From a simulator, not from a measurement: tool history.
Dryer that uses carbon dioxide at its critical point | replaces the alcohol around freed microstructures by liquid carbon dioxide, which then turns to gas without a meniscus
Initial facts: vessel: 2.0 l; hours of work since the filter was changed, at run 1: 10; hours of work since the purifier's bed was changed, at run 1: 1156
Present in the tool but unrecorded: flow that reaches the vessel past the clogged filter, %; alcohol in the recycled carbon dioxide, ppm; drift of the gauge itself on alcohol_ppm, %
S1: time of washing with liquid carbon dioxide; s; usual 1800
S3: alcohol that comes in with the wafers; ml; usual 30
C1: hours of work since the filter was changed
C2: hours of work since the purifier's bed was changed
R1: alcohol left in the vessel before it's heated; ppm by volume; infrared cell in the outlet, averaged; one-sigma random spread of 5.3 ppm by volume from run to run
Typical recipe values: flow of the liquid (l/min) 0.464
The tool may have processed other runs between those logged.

run 1 hour=0.0 | S1=1800 flow_of_the_liquid_(l/min)=0.464 S3=30 | C1=10 C2=1156 | R1=367
run 2 hour=72.9 | S1=1800 flow_of_the_liquid_(l/min)=0.464 S3=30 | C1=47 C2=1193 | R1=368
run 3 hour=117.6 | S1=1800 flow_of_the_liquid_(l/min)=0.464 S3=30 | C1=70 C2=1216 | R1=372
run 4 hour=186.8 | S1=1800 flow_of_the_liquid_(l/min)=0.464 S3=30 | C1=106 C2=1252 | R1=390
-- hour=206.4 purifier's bed changed
run 5 hour=259.7 | S1=1800 flow_of_the_liquid_(l/min)=0.464 S3=25 | C1=142 C2=27 | R1=116
run 6 hour=332.5 | S1=1800 flow_of_the_liquid_(l/min)=0.716 S3=30 | C1=179 C2=65 | R1=25
run 7 hour=383.3 | S1=1800 flow_of_the_liquid_(l/min)=0.716 S3=30 | C1=205 C2=91 | R1=41
run 8 hour=425.7 | S1=1800 flow_of_the_liquid_(l/min)=0.716 S3=30 | C1=227 C2=113 | R1=36
run 9 hour=470.5 | S1=1800 flow_of_the_liquid_(l/min)=0.716 S3=30 | C1=250 C2=136 | R1=46
run 10 hour=540.0 | S1=1140 flow_of_the_liquid_(l/min)=0.464 S3=30 | C1=286 C2=172 | R1=862
run 11 hour=598.1 | S1=1140 flow_of_the_liquid_(l/min)=0.464 S3=30 | C1=316 C2=201 | R1=870
run 12 hour=664.5 | S1=1800 flow_of_the_liquid_(l/min)=0.729 S3=30 | C1=350 C2=236 | R1=64
run 13 hour=704.7 | S1=1800 flow_of_the_liquid_(l/min)=0.729 S3=30 | C1=370 C2=256 | R1=75
run 14 hour=777.9 | S1=1800 flow_of_the_liquid_(l/min)=0.729 S3=30 | C1=408 C2=294 | R1=82
run 15 hour=832.3 | S1=1800 flow_of_the_liquid_(l/min)=0.615 S3=30 | C1=436 C2=322 | R1=106
run 16 hour=893.7 | S1=1260 flow_of_the_liquid_(l/min)=0.533 S3=32 | C1=468 C2=353 | R1=568
run 17 hour=937.3 | S1=1680 flow_of_the_liquid_(l/min)=0.317 S3=54 | C1=490 C2=376 | R1=1761
run 18 hour=989.3 | S1=1800 flow_of_the_liquid_(l/min)=0.460 S3=30 | C1=517 C2=403 | R1=318
run 19 hour=1062.1 | S1=1800 flow_of_the_liquid_(l/min)=0.460 S3=30 | C1=554 C2=440 | R1=332
-- hour=1103.1 inlet filter changed
run 20 hour=1105.2 | S1=1440 flow_of_the_liquid_(l/min)=0.389 S3=25 | C1=1 C2=462 | R1=551
run 21 hour=1157.1 | S1=1620 flow_of_the_liquid_(l/min)=0.464 S3=22 | C1=28 C2=488 | R1=238
run 22 hour=1229.2 | S1=1320 flow_of_the_liquid_(l/min)=0.704 S3=22 | C1=65 C2=525 | R1=183
run 23 hour=1276.9 | S1=1800 flow_of_the_liquid_(l/min)=0.281 S3=48 | C1=89 C2=550 | R1=1396
run 24 hour=1347.4 | S1=1800 flow_of_the_liquid_(l/min)=0.464 S3=29 | C1=126 C2=586 | R1=264
run 25 hour=1387.4 | S1=1800 flow_of_the_liquid_(l/min)=0.776 S3=36 | C1=146 C2=607 | R1=144
run 26 hour=1447.6 | S1=1320 flow_of_the_liquid_(l/min)=0.335 S3=36 | C1=177 C2=638 | R1=1633
run 27 hour=1519.2 | S1=2520 flow_of_the_liquid_(l/min)=0.464 S3=30 | C1=214 C2=675 | R1=182

Forecast each of these 4 alternatives for the next run:
run A hour=1559.4 | S1=1800 flow_of_the_liquid_(l/min)=0.464 S3=111 | C1=235 C2=695 | R1=?
run B hour=1559.4 | S1=1800 flow_of_the_liquid_(l/min)=0.464 S3=33 | C1=235 C2=695 | R1=?
run C hour=1559.4 | S1=2640 flow_of_the_liquid_(l/min)=0.464 S3=30 | C1=235 C2=695 | R1=?
run D hour=1559.4 | S1=2340 flow_of_the_liquid_(l/min)=0.604 S3=39 | C1=235 C2=695 | R1=?

run=A R1=680
run=B R1=305
run=C R1=179
run=D R1=175
Take away the tool's hidden state, keep each run's random variation, and the runs would have read:
run=A R1=374
run=B R1=107
run=C R1=16
run=D R1=14
